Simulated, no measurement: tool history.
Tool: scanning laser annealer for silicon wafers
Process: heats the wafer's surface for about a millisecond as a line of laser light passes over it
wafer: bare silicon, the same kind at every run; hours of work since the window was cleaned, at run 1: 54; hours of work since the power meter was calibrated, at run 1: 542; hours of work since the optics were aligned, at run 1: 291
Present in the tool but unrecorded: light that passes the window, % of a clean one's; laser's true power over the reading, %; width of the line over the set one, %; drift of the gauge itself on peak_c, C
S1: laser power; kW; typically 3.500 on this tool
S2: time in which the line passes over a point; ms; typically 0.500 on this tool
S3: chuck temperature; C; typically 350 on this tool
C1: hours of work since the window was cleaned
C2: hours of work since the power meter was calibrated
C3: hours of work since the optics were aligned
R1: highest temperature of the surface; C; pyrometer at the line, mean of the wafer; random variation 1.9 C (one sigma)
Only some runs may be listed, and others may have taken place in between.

run,hour,S1,S2,S3,C1,C2,C3,R1
1,0.0,3.500,0.500,350,54,542,291,1086
2,54.3,3.500,0.500,361,96,584,333,1094
3,124.4,3.500,0.500,361,150,637,387,1092
4,163.2,3.500,0.500,350,180,667,417,1078
5,210.7,3.500,0.500,350,216,704,453,1078
6,245.8,3.500,0.375,350,243,730,480,991
7,326.8,3.500,0.500,354,305,793,542,1078
8,363.0,3.811,0.500,354,333,820,570,1160
9,442.5,3.811,0.500,354,394,881,631,1157
10,495.9,3.811,0.500,354,435,922,672,1154
11,535.1,3.811,0.500,354,465,952,702,1151
12,618.0,3.811,0.500,354,528,1016,765,1149
# hour 628.9: optics aligned, line set to its width
13,677.7,3.811,0.500,354,570,1058,37,1145
# hour 721.4: window over the wafer cleaned
14,740.4,3.500,0.500,350,15,1104,84,1083
15,787.5,3.500,0.500,350,51,1141,120,1081
16,851.7,3.500,0.500,350,100,1190,169,1080
17,888.5,3.500,0.500,350,128,1218,198,1077
18,968.5,3.500,0.500,350,190,1279,259,1073
# hour 1016.1: optics aligned, line set to its width, once more
19,1020.8,3.500,0.500,350,226,1316,4,1088
20,1085.9,3.500,0.392,350,276,1366,54,1013
21,1145.1,3.500,0.392,350,321,1411,99,1013
22,1213.2,3.500,0.378,322,373,1463,151,971
23,1263.2,3.500,0.378,322,412,1502,190,966
24,1302.4,3.601,0.380,380,442,1532,220,1050
25,1365.4,3.601,0.382,313,490,1580,268,981
26,1408.3,3.042,0.382,348,523,1613,301,885
27,1486.2,3.042,0.382,370,583,1673,361,904
# hour 1514.1: window over the wafer cleaned
28,1572.5,3.810,0.409,351,45,1737,425,1109
29,1627.1,3.500,0.500,343,87,1779,467,1083
30,1697.8,3.500,0.500,343,141,1833,521,1078
31,1754.3,3.500,0.500,343,184,1877,565,1076
32,1829.5,3.500,0.384,343,242,1934,622,993
33,1864.1,2.980,0.419,369,268,1961,649,916
34,1910.1,3.247,0.553,331,304,1996,684,1020
35,1946.0,3.247,0.553,331,331,2024,712,1022

Run 36 has not been measured yet. What should we expect?
36,2008.3,3.247,0.419,331,379,2072,759,?

{"run 36": {"R1": 941}}
On a tool with no hidden condition, and with the same random variation, this run would have come out at R1 960 C.

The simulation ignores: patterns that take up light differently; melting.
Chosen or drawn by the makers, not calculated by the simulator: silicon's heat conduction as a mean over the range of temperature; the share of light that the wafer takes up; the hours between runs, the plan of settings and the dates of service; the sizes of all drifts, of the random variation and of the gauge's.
